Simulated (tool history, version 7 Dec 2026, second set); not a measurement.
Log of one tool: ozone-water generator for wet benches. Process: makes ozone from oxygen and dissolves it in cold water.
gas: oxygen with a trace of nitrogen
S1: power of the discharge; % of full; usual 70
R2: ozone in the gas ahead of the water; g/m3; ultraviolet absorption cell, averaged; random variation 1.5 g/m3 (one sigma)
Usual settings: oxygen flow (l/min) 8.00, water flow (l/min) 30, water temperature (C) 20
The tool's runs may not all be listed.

run 1 day=0.000 | S1=70 oxygen_flow_(l/min)=8.00 water_flow_(l/min)=30 water_temperature_(C)=20 | dissolved_ozone_(ppm)=27.1 R2=254.1
run 2 day=3.317 | S1=70 oxygen_flow_(l/min)=4.61 water_flow_(l/min)=30 water_temperature_(C)=20 | dissolved_ozone_(ppm)=24.0 R2=313.9
-- day=4.504 water thermometer calibrated
run 3 day=8.038 | S1=70 oxygen_flow_(l/min)=5.41 water_flow_(l/min)=30 water_temperature_(C)=20 | dissolved_ozone_(ppm)=25.2 R2=296.9
run 4 day=13.058 | S1=70 oxygen_flow_(l/min)=5.41 water_flow_(l/min)=30 water_temperature_(C)=20 | dissolved_ozone_(ppm)=24.9 R2=297.0
run 5 day=18.300 | S1=70 oxygen_flow_(l/min)=5.41 water_flow_(l/min)=30 water_temperature_(C)=20 | dissolved_ozone_(ppm)=24.6 R2=294.9
run 6 day=24.562 | S1=70 oxygen_flow_(l/min)=5.41 water_flow_(l/min)=30 water_temperature_(C)=20 | dissolved_ozone_(ppm)=24.9 R2=295.2
run 7 day=28.008 | S1=70 oxygen_flow_(l/min)=5.41 water_flow_(l/min)=30 water_temperature_(C)=20 | dissolved_ozone_(ppm)=24.6 R2=294.0
run 8 day=32.462 | S1=70 oxygen_flow_(l/min)=8.00 water_flow_(l/min)=30 water_temperature_(C)=20 | dissolved_ozone_(ppm)=26.0 R2=251.0
run 9 day=35.325 | S1=70 oxygen_flow_(l/min)=8.00 water_flow_(l/min)=30 water_temperature_(C)=20 | dissolved_ozone_(ppm)=26.2 R2=248.9
run 10 day=40.675 | S1=70 oxygen_flow_(l/min)=8.00 water_flow_(l/min)=30 water_temperature_(C)=27 | dissolved_ozone_(ppm)=23.5 R2=247.6
run 11 day=46.225 | S1=70 oxygen_flow_(l/min)=8.00 water_flow_(l/min)=30 water_temperature_(C)=27 | dissolved_ozone_(ppm)=23.3 R2=247.3
run 12 day=51.567 | S1=70 oxygen_flow_(l/min)=8.00 water_flow_(l/min)=30 water_temperature_(C)=17 | dissolved_ozone_(ppm)=27.2 R2=248.7
run 13 day=56.296 | S1=70 oxygen_flow_(l/min)=8.00 water_flow_(l/min)=30 water_temperature_(C)=13 | dissolved_ozone_(ppm)=28.9 R2=245.4
run 14 day=60.558 | S1=70 oxygen_flow_(l/min)=8.00 water_flow_(l/min)=30 water_temperature_(C)=13 | dissolved_ozone_(ppm)=29.0 R2=245.9
run 15 day=64.312 | S1=70 oxygen_flow_(l/min)=8.00 water_flow_(l/min)=30 water_temperature_(C)=13 | dissolved_ozone_(ppm)=28.4 R2=246.7
run 16 day=69.638 | S1=70 oxygen_flow_(l/min)=10.72 water_flow_(l/min)=33 water_temperature_(C)=15 | dissolved_ozone_(ppm)=26.3 R2=217.4
run 17 day=72.817 | S1=70 oxygen_flow_(l/min)=7.99 water_flow_(l/min)=25 water_temperature_(C)=20 | dissolved_ozone_(ppm)=29.6 R2=244.0

Forecast run 18:
run 18 day=77.292 | S1=51 oxygen_flow_(l/min)=6.90 water_flow_(l/min)=30 water_temperature_(C)=20 | dissolved_ozone_(ppm)=? R2=?

dissolved ozone (ppm): 21.6
R2: 222.6 g/m3
Without the tool's hidden state the same run would have given dissolved ozone (ppm) 24.0, R2 243.6 g/m3.
